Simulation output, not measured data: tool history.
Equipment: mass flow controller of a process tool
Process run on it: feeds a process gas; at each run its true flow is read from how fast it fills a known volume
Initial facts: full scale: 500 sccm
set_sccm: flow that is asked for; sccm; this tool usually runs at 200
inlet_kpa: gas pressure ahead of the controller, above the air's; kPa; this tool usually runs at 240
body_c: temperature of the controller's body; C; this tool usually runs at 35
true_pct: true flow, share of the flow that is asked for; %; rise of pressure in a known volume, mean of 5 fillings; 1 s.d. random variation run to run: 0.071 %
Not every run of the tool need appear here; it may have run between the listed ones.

Run 1, hour 0: usual settings. Result: true_pct 100.33 %.
Run 2, hour 34.8: usual settings. Result: true_pct 100.27 %.
Run 3, hour 98.8: usual settings. Result: true_pct 100.19 %.
Run 4, hour 179.2: usual settings. Result: true_pct 100.12 %.
Run 5, hour 222.8: usual settings. Result: true_pct 100.05 %.
Run 6, hour 305.2: usual settings. Result: true_pct 100.15 %.
Run 7, hour 372: usual settings. Result: true_pct 100 %.
Run 8, hour 429.8: usual settings. Result: true_pct 100.02 %.
Run 9, hour 499: usual settings. Result: true_pct 100.02 %.
Run 10, hour 541.3: usual settings. Result: true_pct 99.95 %.
Run 11, hour 621.4: usual settings but set_sccm 57 sccm, inlet_kpa 193 kPa, body_c 23 C. Result: true_pct 98.54 %.
Run 12, hour 659.2: usual settings but set_sccm 95 sccm. Result: true_pct 99.6 %.
Run 13, hour 730.2: usual settings but set_sccm 438 sccm, inlet_kpa 188 kPa, body_c 27 C. Result: true_pct 99.82 %.
Run 14, hour 780.6: usual settings but set_sccm 438 sccm, inlet_kpa 188 kPa, body_c 27 C. Result: true_pct 99.67 %.
Run 15, hour 829.2: usual settings but set_sccm 438 sccm, inlet_kpa 188 kPa, body_c 27 C. Result: true_pct 99.65 %.
Run 16, hour 865.6: usual settings but set_sccm 424 sccm, inlet_kpa 278 kPa, body_c 27 C. Result: true_pct 99.46 %.
Run 17, hour 921.5: usual settings but inlet_kpa 194 kPa, body_c 22 C. Result: true_pct 98.59 %.
Run 18, hour 966.3: usual settings but inlet_kpa 215 kPa, body_c 22 C. Result: true_pct 98.46 %.

Below, each run's measurement less what the same run would have read without the hidden state. Both values contain the same run-to-run variation, but the gauge's scatter may not be the same in both:
What the log doesn't record here: flow at rest that the sensor doesn't see, % of full scale; true flow over the shown one, %; drift of the gauge itself on true_pct, %.
run  true_pct
  1        +0
  2     -0.02
  3     -0.05
  4     -0.08
  5      -0.1
  6     -0.13
  7     -0.17
  8     -0.19
  9     -0.22
 10     -0.24
 11     -0.27
 12     -0.29
 13     -0.31
 14     -0.34
 15     -0.36
 16     -0.38
 17      -0.4
 18     -0.41

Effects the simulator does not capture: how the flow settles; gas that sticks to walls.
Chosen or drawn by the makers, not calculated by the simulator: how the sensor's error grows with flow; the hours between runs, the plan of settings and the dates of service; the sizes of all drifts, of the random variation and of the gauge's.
